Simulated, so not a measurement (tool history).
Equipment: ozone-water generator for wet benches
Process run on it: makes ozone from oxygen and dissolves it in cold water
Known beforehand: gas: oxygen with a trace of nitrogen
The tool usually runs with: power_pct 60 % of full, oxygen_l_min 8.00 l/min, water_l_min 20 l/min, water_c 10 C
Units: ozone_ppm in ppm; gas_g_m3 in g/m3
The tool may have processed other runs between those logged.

run	hour	power_pct	oxygen_l_min	water_l_min	water_c	ozone_ppm	gas_g_m3
1	0.0	60	8.00	20	10	19.1	119.9
2	62.7	52	8.00	20	10	17.2	107.7
3	102.4	52	8.00	20	10	17.3	106.9
4	183.2	52	8.00	20	10	17.3	107.1
5	230.9	89	8.00	20	10	25.6	158.1
6	296.6	89	8.00	20	10	25.6	157.4
7	380.5	60	8.00	20	13	18.0	118.5
8	427.0	60	8.00	15	10	23.3	118.0
9	489.1	60	8.00	15	10	23.4	119.0
10	576.4	60	8.00	15	10	23.4	118.5
11	665.7	60	8.00	15	10	23.5	117.2
12	744.4	60	8.00	15	10	23.2	117.1
13	804.5	86	8.00	20	10	25.0	152.1
14	845.4	84	4.67	20	10	25.6	217.1
15	915.0	60	12.41	28	10	13.4	86.9
16	1005.4	61	6.05	19	9	21.0	143.0
17	1046.6	55	8.00	20	10	17.8	110.8
18	1127.8	62	8.00	20	10	19.4	120.1
19	1213.0	62	8.00	20	10	19.2	120.0
20	1288.5	60	8.98	20	7	19.2	109.7
21	1351.3	72	13.92	25	17	13.9	90.7
22	1420.0	72	13.92	25	17	14.1	91.6
23	1466.4	72	13.92	25	17	14.0	90.7
24	1543.4	72	13.92	25	17	14.0	90.5
25	1588.1	72	13.92	25	17	14.2	91.3

Consider 5 possible next runs. They are alternatives, not a sequence: every one starts from the tool as it was left by run 25. What does each give?
A	1653.3	72	13.92	16	17	?	?
B	1653.3	45	6.12	20	8	?	?
C	1653.3	51	10.96	31	17	?	?
D	1653.3	72	13.43	25	17	?	?
E	1653.3	57	5.52	13	17	?	?

run	ozone_ppm	gas_g_m3
A	18.3	89.9
B	16.2	112.7
C	9.9	82.9
D	14.1	93.6
E	23.4	143.6
With the hidden condition removed and each run's random variation left untouched, the same runs would have given:
run	ozone_ppm	gas_g_m3
A	20.2	98.0
B	17.4	119.3
C	10.8	88.5
D	15.6	101.9
E	25.4	154.3
